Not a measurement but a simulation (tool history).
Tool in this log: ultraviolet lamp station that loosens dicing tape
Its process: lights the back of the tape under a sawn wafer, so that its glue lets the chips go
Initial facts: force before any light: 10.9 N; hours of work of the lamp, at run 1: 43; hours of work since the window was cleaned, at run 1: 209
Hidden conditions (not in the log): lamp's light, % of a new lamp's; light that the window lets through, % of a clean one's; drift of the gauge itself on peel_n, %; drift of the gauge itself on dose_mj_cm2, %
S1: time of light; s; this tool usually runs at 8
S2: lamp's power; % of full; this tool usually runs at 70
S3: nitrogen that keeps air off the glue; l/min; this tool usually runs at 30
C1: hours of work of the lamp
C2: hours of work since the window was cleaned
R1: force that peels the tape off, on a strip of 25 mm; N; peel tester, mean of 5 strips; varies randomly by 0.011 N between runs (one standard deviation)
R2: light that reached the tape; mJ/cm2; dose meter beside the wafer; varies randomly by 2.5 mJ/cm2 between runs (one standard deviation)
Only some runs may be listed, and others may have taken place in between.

run 1 hour=0 | S1=8 S2=70 S3=30 | C1=43 C2=209 | R1=0.494 R2=312
run 2 hour=10.7 | S1=8 S2=70 S3=30 | C1=49 C2=216 | R1=0.457 R2=310
run 3 hour=16 | S1=8 S2=70 S3=18 | C1=53 C2=219 | R1=0.669 R2=309
run 4 hour=23.5 | S1=8 S2=70 S3=30 | C1=58 C2=224 | R1=0.454 R2=310
run 5 hour=30.4 | S1=8 S2=70 S3=30 | C1=62 C2=229 | R1=0.461 R2=308
run 6 hour=36.1 | S1=8 S2=76 S3=30 | C1=66 C2=232 | R1=0.38 R2=336
-- hour=43.7 window cleaned of glue's vapour
run 7 hour=44.8 | S1=6 S2=70 S3=30 | C1=71 C2=1 | R1=1.014 R2=233
run 8 hour=56.8 | S1=6 S2=70 S3=30 | C1=79 C2=8 | R1=0.989 R2=232
run 9 hour=65.9 | S1=6 S2=70 S3=30 | C1=85 C2=14 | R1=0.947 R2=229
run 10 hour=76.2 | S1=8 S2=70 S3=22 | C1=92 C2=21 | R1=0.595 R2=309
run 11 hour=83.5 | S1=8 S2=70 S3=22 | C1=96 C2=26 | R1=0.578 R2=304
run 12 hour=91.4 | S1=8 S2=70 S3=30 | C1=102 C2=31 | R1=0.478 R2=309
run 13 hour=97.5 | S1=8 S2=70 S3=30 | C1=106 C2=35 | R1=0.468 R2=312
run 14 hour=108.3 | S1=6 S2=61 S3=29 | C1=113 C2=42 | R1=1.301 R2=201
run 15 hour=113.9 | S1=6 S2=76 S3=56 | C1=116 C2=46 | R1=0.596 R2=250
run 16 hour=122.4 | S1=13 S2=89 S3=16 | C1=122 C2=51 | R1=0.108 R2=644
run 17 hour=128.3 | S1=10 S2=63 S3=28 | C1=126 C2=55 | R1=0.35 R2=346
run 18 hour=135.4 | S1=10 S2=63 S3=28 | C1=130 C2=60 | R1=0.349 R2=352
run 19 hour=147 | S1=10 S2=63 S3=28 | C1=138 C2=67 | R1=0.36 R2=346
run 20 hour=153.6 | S1=4 S2=94 S3=30 | C1=142 C2=71 | R1=1.208 R2=205
run 21 hour=158.5 | S1=5 S2=73 S3=56 | C1=145 C2=75 | R1=1.074 R2=199
run 22 hour=163.4 | S1=5 S2=78 S3=35 | C1=148 C2=78 | R1=1.068 R2=214
run 23 hour=170.5 | S1=9 S2=70 S3=54 | C1=153 C2=82 | R1=0.266 R2=348
run 24 hour=182.1 | S1=8 S2=72 S3=16 | C1=160 C2=90 | R1=0.624 R2=318
run 25 hour=188.3 | S1=8 S2=62 S3=18 | C1=164 C2=94 | R1=0.87 R2=276

What differs in the tool's unlogged condition from the final listed run ahead of each entry between runs to the first listed run following it?
In the gap between runs 6 and 7: window cleaned of glue's vapour (hour 43.7)
  light that the window lets through, % of a clean one's: 99.9 -> 100
